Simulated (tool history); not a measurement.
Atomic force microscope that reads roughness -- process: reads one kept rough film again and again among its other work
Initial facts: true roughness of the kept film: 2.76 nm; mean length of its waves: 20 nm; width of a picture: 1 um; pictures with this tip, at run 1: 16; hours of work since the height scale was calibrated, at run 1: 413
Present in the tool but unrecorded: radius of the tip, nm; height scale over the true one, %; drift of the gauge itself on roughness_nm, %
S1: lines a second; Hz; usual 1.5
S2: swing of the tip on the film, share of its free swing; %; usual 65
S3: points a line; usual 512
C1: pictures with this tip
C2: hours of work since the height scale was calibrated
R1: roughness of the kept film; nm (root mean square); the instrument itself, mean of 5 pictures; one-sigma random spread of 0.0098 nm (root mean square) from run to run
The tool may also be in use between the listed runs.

| run | day | S1 | S2 | S3 | C1 | C2 | R1 |
|---|---|---|---|---|---|---|---|
| 1 | 0 | 1.5 | 65 | 512 | 16 | 413 | 2.146 |
| 2 | 0.912 | 1.5 | 65 | 666 | 48 | 423 | 2.064 |
| 3 | 1.817 | 1.5 | 65 | 666 | 80 | 434 | 1.976 |
| 4 | 2.233 | 1.5 | 76 | 512 | 95 | 439 | 1.908 |
| 5 | 2.933 | 1.5 | 76 | 512 | 119 | 447 | 1.843 |
| 6 | 3.571 | 1.5 | 76 | 466 | 142 | 454 | 1.796 |
| 7 | 3.958 | 1.5 | 65 | 258 | 155 | 459 | 1.75 |
| 8 | 4.504 | 1.5 | 65 | 512 | 174 | 465 | 1.768 |
| 9 | 5.35 | 1.5 | 65 | 512 | 204 | 475 | 1.702 |
| 10 | 5.804 | 1.5 | 65 | 896 | 220 | 481 | 1.677 |
| 11 | 6.679 | 1.5 | 65 | 512 | 251 | 491 | 1.599 |
| 12 | 7.317 | 1.5 | 65 | 512 | 273 | 498 | 1.575 |
| 13 | 8 | 1.5 | 65 | 512 | 297 | 506 | 1.554 |
| 14 | 8.421 | 1.5 | 65 | 512 | 312 | 511 | 1.518 |
| 15 | 8.917 | 1.5 | 65 | 512 | 330 | 517 | 1.498 |
| 16 | 9.608 | 1.5 | 65 | 512 | 354 | 525 | 1.467 |
|  | 9.942 | new tip fitted |
| 17 | 10.017 | 1.5 | 65 | 356 | 2 | 530 | 2.193 |
| 18 | 10.667 | 1.5 | 65 | 319 | 25 | 537 | 2.123 |
| 19 | 11.275 | 3.44 | 65 | 512 | 47 | 544 | 2.016 |
| 20 | 12.088 | 0.99 | 79 | 512 | 75 | 554 | 1.991 |
| 21 | 12.896 | 2.74 | 80 | 1019 | 104 | 563 | 1.812 |
| 22 | 13.404 | 1.38 | 65 | 376 | 122 | 569 | 1.879 |
| 23 | 13.912 | 1.38 | 65 | 376 | 139 | 575 | 1.84 |
| 24 | 14.308 | 0.75 | 65 | 260 | 153 | 580 | 1.8 |
|  | 14.417 | height scale calibrated on a step standard |
| 25 | 14.746 | 1.62 | 80 | 867 | 167 | 4 | 1.732 |
| 26 | 15.621 | 1.62 | 80 | 867 | 198 | 14 | 1.711 |
| 27 | 16.375 | 2.22 | 87 | 562 | 224 | 23 | 1.571 |
| 28 | 17.075 | 2.22 | 87 | 562 | 249 | 31 | 1.539 |
| 29 | 17.471 | 2.22 | 87 | 562 | 263 | 36 | 1.517 |
|  | 18.079 | height scale calibrated on a step standard, once more |
| 30 | 18.238 | 1.06 | 64 | 377 | 288 | 2 | 1.599 |
| 31 | 18.917 | 2.96 | 65 | 501 | 312 | 10 | 1.524 |
| 32 | 19.296 | 1.5 | 88 | 655 | 326 | 14 | 1.48 |
| 33 | 20.092 | 1.93 | 77 | 662 | 354 | 24 | 1.468 |
|  | 20.396 | new tip fitted |
| 34 | 20.708 | 2.48 | 61 | 855 | 11 | 31 | 2.178 |
| 35 | 21.508 | 2.48 | 61 | 855 | 39 | 40 | 2.07 |

3 options for the next run, each taken on its own from the tool as it stands now. Forecast them:
| A | 22.088 | 2.7 | 81 | 512 | 59 | 47 | ? |
| B | 22.088 | 2.31 | 65 | 854 | 59 | 47 | ? |
| C | 22.088 | 2.48 | 63 | 535 | 59 | 47 | ? |

| run | R1 |
|---|---|
| A | 1.906 |
| B | 2.013 |
| C | 2.015 |
Without the tool's unlogged condition, the same runs would have read:
| run | R1 |
|---|---|
| A | 2.11 |
| B | 2.229 |
| C | 2.23 |
